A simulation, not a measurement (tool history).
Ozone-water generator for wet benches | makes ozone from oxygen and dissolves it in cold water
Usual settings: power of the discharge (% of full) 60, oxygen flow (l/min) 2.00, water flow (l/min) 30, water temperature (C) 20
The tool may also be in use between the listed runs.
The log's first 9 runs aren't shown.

| run | day | power of the discharge (% of full) | oxygen flow (l/min) | water flow (l/min) | water temperature (C) | dissolved ozone (ppm) | ozone in the gas ahead of the water (g/m3) |
|---|---|---|---|---|---|---|---|
| 10 | 17.921 | 60 | 2.00 | 30 | 20 | 5.30 | 138.5 |
| 11 | 19.592 | 60 | 2.00 | 30 | 20 | 5.38 | 136.9 |
| 12 | 21.350 | 60 | 2.00 | 30 | 20 | 5.41 | 137.5 |
| 13 | 22.700 | 60 | 2.00 | 30 | 20 | 5.14 | 138.2 |
| 14 | 24.742 | 60 | 2.00 | 30 | 20 | 5.33 | 139.2 |
| 15 | 26.846 | 60 | 2.00 | 30 | 20 | 5.15 | 138.5 |
| 16 | 28.612 | 60 | 2.00 | 30 | 20 | 5.40 | 138.5 |
| 17 | 30.100 | 60 | 2.00 | 30 | 20 | 5.33 | 138.4 |
| 18 | 31.275 | 90 | 2.93 | 30 | 14 | 9.02 | 167.3 |
| 19 | 32.488 | 90 | 2.93 | 30 | 14 | 8.92 | 165.8 |
| 20 | 33.550 | 51 | 2.00 | 23 | 20 | 6.07 | 119.8 |
| 21 | 35.571 | 60 | 2.00 | 29 | 20 | 5.54 | 139.1 |
| 22 | 37.975 | 61 | 2.00 | 29 | 15 | 5.75 | 141.1 |
| 23 | 40.358 | 61 | 2.00 | 29 | 15 | 5.75 | 141.6 |
| 24 | 42.154 | 61 | 2.00 | 29 | 15 | 5.71 | 140.7 |
|  | 42.367 | water thermometer calibrated |
| 25 | 44.075 | 61 | 1.92 | 29 | 20 | 5.44 | 143.2 |
| 26 | 45.942 | 60 | 3.50 | 30 | 20 | 6.26 | 107.0 |
| 27 | 47.254 | 68 | 2.56 | 18 | 20 | 10.42 | 137.4 |
| 28 | 49.412 | 71 | 3.46 | 30 | 20 | 7.18 | 124.3 |
| 29 | 51.558 | 46 | 1.36 | 34 | 24 | 3.06 | 130.4 |
| 30 | 53.692 | 60 | 1.14 | 30 | 20 | 4.16 | 178.0 |
|  | 53.829 | water thermometer calibrated, once more |
| 31 | 55.004 | 60 | 1.14 | 30 | 20 | 4.19 | 177.9 |
| 32 | 56.921 | 60 | 1.14 | 30 | 20 | 4.16 | 176.9 |
| 33 | 58.146 | 60 | 1.14 | 30 | 20 | 4.19 | 175.3 |
| 34 | 60.312 | 78 | 2.00 | 30 | 19 | 6.62 | 172.3 |

Forecast each of these 3 alternatives for the next run:
| A | 61.829 | 80 | 2.00 | 48 | 15 | ? | ? |
| B | 61.829 | 78 | 1.89 | 42 | 19 | ? | ? |
| C | 61.829 | 67 | 2.00 | 24 | 13 | ? | ? |

| run | dissolved ozone (ppm) | ozone in the gas ahead of the water (g/m3) |
|---|---|---|
| A | 4.15 | 177.6 |
| B | 4.43 | 180.0 |
| C | 7.68 | 152.8 |
Without the tool's hidden state the same runs would have given:
| run | dissolved ozone (ppm) | ozone in the gas ahead of the water (g/m3) |
|---|---|---|
| A | 4.71 | 183.6 |
| B | 5.03 | 186.0 |
| C | 8.51 | 157.3 |
